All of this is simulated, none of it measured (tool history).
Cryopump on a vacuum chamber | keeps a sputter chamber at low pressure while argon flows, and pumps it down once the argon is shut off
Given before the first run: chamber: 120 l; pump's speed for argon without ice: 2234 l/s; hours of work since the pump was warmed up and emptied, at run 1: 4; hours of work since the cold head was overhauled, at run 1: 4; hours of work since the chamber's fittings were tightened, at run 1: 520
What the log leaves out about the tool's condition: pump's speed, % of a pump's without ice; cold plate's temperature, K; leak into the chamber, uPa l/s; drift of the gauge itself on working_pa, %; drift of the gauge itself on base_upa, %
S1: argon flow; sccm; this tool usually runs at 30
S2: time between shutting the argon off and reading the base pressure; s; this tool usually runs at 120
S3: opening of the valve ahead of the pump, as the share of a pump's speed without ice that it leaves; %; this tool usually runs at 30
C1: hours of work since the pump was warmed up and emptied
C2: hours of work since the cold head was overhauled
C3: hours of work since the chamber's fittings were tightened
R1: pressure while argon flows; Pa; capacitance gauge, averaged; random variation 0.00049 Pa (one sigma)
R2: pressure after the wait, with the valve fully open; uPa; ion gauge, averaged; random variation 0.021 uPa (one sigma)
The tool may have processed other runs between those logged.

run 1 hour=0 | S1=30 S2=120 S3=30 | C1=4 C2=4 C3=520 | R1=0.0755 R2=0.56
run 2 hour=10.7 | S1=30 S2=120 S3=30 | C1=12 C2=12 C3=527 | R1=0.0758 R2=0.55
run 3 hour=20.1 | S1=30 S2=120 S3=33 | C1=18 C2=18 C3=534 | R1=0.0692 R2=0.56
run 4 hour=31.9 | S1=30 S2=120 S3=33 | C1=26 C2=26 C3=542 | R1=0.069 R2=0.56
run 5 hour=42.3 | S1=30 S2=120 S3=33 | C1=33 C2=33 C3=549 | R1=0.0696 R2=0.55
run 6 hour=55.4 | S1=30 S2=120 S3=33 | C1=42 C2=42 C3=557 | R1=0.0689 R2=0.53
run 7 hour=70.7 | S1=43 S2=92 S3=18 | C1=52 C2=52 C3=568 | R1=0.182 R2=0.63
run 8 hour=79.5 | S1=25 S2=299 S3=46 | C1=58 C2=58 C3=574 | R1=0.0415 R2=0.46
run 9 hour=93.5 | S1=25 S2=24 S3=46 | C1=67 C2=67 C3=583 | R1=0.0421 R2=1.46
run 10 hour=104.5 | S1=17 S2=120 S3=30 | C1=75 C2=75 C3=590 | R1=0.0438 R2=0.54
run 11 hour=119.5 | S1=13 S2=34 S3=23 | C1=85 C2=85 C3=600 | R1=0.044 R2=1.12
run 12 hour=132.5 | S1=13 S2=34 S3=23 | C1=93 C2=93 C3=609 | R1=0.0431 R2=1.1

Each row is a separate what-if for the run after 12, all from the same tool condition, not one after another. Results?
run A hour=140.9 | S1=30 S2=120 S3=23 | C1=99 C2=99 C3=615 | R1=? R2=?
run B hour=140.9 | S1=13 S2=100 S3=23 | C1=99 C2=99 C3=615 | R1=? R2=?
run C hour=140.9 | S1=24 S2=93 S3=30 | C1=99 C2=99 C3=615 | R1=? R2=?

run=A R1=0.0992 R2=0.6
run=B R1=0.0433 R2=0.68
run=C R1=0.0607 R2=0.59
Without the tool's unlogged condition, the same runs would have read:
run=A R1=0.0984 R2=0.36
run=B R1=0.043 R2=0.44
run=C R1=0.0601 R2=0.36
